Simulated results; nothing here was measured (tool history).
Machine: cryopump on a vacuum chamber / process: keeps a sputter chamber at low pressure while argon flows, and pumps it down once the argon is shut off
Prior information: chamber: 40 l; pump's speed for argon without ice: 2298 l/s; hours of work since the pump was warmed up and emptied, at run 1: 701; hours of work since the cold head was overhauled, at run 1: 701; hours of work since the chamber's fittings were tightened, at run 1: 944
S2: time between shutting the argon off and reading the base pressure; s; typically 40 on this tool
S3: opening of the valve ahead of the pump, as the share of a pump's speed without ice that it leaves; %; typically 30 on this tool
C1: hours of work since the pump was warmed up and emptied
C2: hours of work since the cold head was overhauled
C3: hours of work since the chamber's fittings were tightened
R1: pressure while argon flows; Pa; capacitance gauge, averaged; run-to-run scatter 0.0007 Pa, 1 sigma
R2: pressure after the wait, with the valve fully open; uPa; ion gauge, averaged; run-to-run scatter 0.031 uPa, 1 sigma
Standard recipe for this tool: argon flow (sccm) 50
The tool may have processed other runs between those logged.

run 1 hour=0 | argon_flow_(sccm)=50 S2=40 S3=30 | C1=701 C2=701 C3=944 | R1=0.1296 R2=2.57
-- hour=13.8 pump warmed up, emptied and cooled again
run 2 hour=58.3 | argon_flow_(sccm)=50 S2=40 S3=38 | C1=28 C2=735 C3=978 | R1=0.0976 R2=2.41
run 3 hour=110.8 | argon_flow_(sccm)=22 S2=40 S3=38 | C1=62 C2=769 C3=1012 | R1=0.0436 R2=2.49
run 4 hour=140.6 | argon_flow_(sccm)=22 S2=40 S3=38 | C1=81 C2=788 C3=1031 | R1=0.0431 R2=2.55
run 5 hour=185.1 | argon_flow_(sccm)=50 S2=40 S3=16 | C1=110 C2=816 C3=1060 | R1=0.2309 R2=2.55
run 6 hour=226.8 | argon_flow_(sccm)=50 S2=40 S3=16 | C1=136 C2=843 C3=1086 | R1=0.2332 R2=2.53
run 7 hour=279.6 | argon_flow_(sccm)=50 S2=40 S3=16 | C1=170 C2=877 C3=1120 | R1=0.2302 R2=2.58
run 8 hour=302.8 | argon_flow_(sccm)=50 S2=40 S3=16 | C1=185 C2=892 C3=1135 | R1=0.2321 R2=2.64
run 9 hour=356.3 | argon_flow_(sccm)=50 S2=40 S3=16 | C1=219 C2=926 C3=1169 | R1=0.2322 R2=2.67
run 10 hour=412.8 | argon_flow_(sccm)=50 S2=40 S3=47 | C1=255 C2=962 C3=1205 | R1=0.0815 R2=2.68
-- hour=424.9 leaking fittings of the chamber tightened, without venting
run 11 hour=469.3 | argon_flow_(sccm)=50 S2=61 S3=30 | C1=290 C2=997 C3=28 | R1=0.1274 R2=1.1
run 12 hour=511.8 | argon_flow_(sccm)=50 S2=61 S3=30 | C1=318 C2=1024 C3=56 | R1=0.1268 R2=1.14
run 13 hour=562.5 | argon_flow_(sccm)=50 S2=42 S3=30 | C1=350 C2=1057 C3=88 | R1=0.1284 R2=1.58
run 14 hour=593.1 | argon_flow_(sccm)=50 S2=40 S3=30 | C1=370 C2=1076 C3=108 | R1=0.1273 R2=1.68
run 15 hour=642.3 | argon_flow_(sccm)=50 S2=40 S3=30 | C1=401 C2=1108 C3=139 | R1=0.1286 R2=1.68
run 16 hour=683.9 | argon_flow_(sccm)=50 S2=56 S3=30 | C1=428 C2=1135 C3=166 | R1=0.1274 R2=1.36
run 17 hour=719.3 | argon_flow_(sccm)=26 S2=40 S3=30 | C1=450 C2=1157 C3=189 | R1=0.0665 R2=1.79
run 18 hour=753.4 | argon_flow_(sccm)=37 S2=38 S3=17 | C1=472 C2=1179 C3=210 | R1=0.1645 R2=1.84
run 19 hour=780 | argon_flow_(sccm)=37 S2=38 S3=17 | C1=489 C2=1196 C3=227 | R1=0.1653 R2=1.95
run 20 hour=817.9 | argon_flow_(sccm)=84 S2=26 S3=42 | C1=514 C2=1220 C3=252 | R1=0.1587 R2=2.65
run 21 hour=858.5 | argon_flow_(sccm)=84 S2=26 S3=42 | C1=540 C2=1246 C3=278 | R1=0.1596 R2=2.64
run 22 hour=887.1 | argon_flow_(sccm)=84 S2=26 S3=42 | C1=558 C2=1265 C3=296 | R1=0.1609 R2=2.71
run 23 hour=942.3 | argon_flow_(sccm)=84 S2=26 S3=42 | C1=593 C2=1300 C3=331 | R1=0.1603 R2=2.72
run 24 hour=989 | argon_flow_(sccm)=29 S2=82 S3=42 | C1=623 C2=1330 C3=361 | R1=0.0553 R2=1.2
run 25 hour=1019.1 | argon_flow_(sccm)=67 S2=262 S3=50 | C1=642 C2=1349 C3=380 | R1=0.1101 R2=0.75
run 26 hour=1064.5 | argon_flow_(sccm)=23 S2=146 S3=30 | C1=671 C2=1378 C3=410 | R1=0.0612 R2=0.96
run 27 hour=1095.3 | argon_flow_(sccm)=23 S2=146 S3=30 | C1=691 C2=1398 C3=429 | R1=0.0605 R2=1
-- hour=1124.8 pump warmed up, emptied and cooled again
run 28 hour=1147 | argon_flow_(sccm)=23 S2=146 S3=30 | C1=14 C2=1428 C3=459 | R1=0.0575 R2=0.91
run 29 hour=1171.6 | argon_flow_(sccm)=23 S2=20 S3=30 | C1=30 C2=1444 C3=475 | R1=0.0574 R2=3.4
run 30 hour=1204.8 | argon_flow_(sccm)=23 S2=20 S3=30 | C1=51 C2=1465 C3=496 | R1=0.0562 R2=3.42
run 31 hour=1244.9 | argon_flow_(sccm)=50 S2=26 S3=25 | C1=77 C2=1491 C3=522 | R1=0.1496 R2=2.76
run 32 hour=1280.5 | argon_flow_(sccm)=37 S2=42 S3=25 | C1=100 C2=1513 C3=545 | R1=0.1099 R2=1.93
run 33 hour=1316.4 | argon_flow_(sccm)=37 S2=42 S3=25 | C1=123 C2=1536 C3=568 | R1=0.1094 R2=2.05

Describe how what the log doesn't record of the tool's condition differs between the last listed run preceding each entry between runs and the first listed run following it.
Run 1 -> run 2: pump warmed up, emptied and cooled again (hour 13.8)
  pump's speed, % of a pump's without ice: 80.7 -> 98.7; cold plate's temperature, K: 12.44 -> 12.45; leak into the chamber, uPa l/s: 2077 -> 2140
  the result without the hidden state subtracted from the measured one, R1: +0.009 -> +0.0008 Pa; R2: +1 -> +0.82 uPa
Run 10 -> run 11: leaking fittings of the chamber tightened, without venting (hour 424.9)
  pump's speed, % of a pump's without ice: 92.5 -> 91.5; cold plate's temperature, K: 12.49 -> 12.5; leak into the chamber, uPa l/s: 2576 -> 355
  the result without the hidden state subtracted from the measured one, R1: +0.0033 -> +0.0038 Pa; R2: +1.09 -> +0.04 uPa
Run 27 -> run 28: pump warmed up, emptied and cooled again (hour 1124.8)
  pump's speed, % of a pump's without ice: 80.7 -> 99.4; cold plate's temperature, K: 12.58 -> 12.59; leak into the chamber, uPa l/s: 1096 -> 1154
  the result without the hidden state subtracted from the measured one, R1: +0.0043 -> +0.0003 Pa; R2: +0.48 -> +0.38 uPa
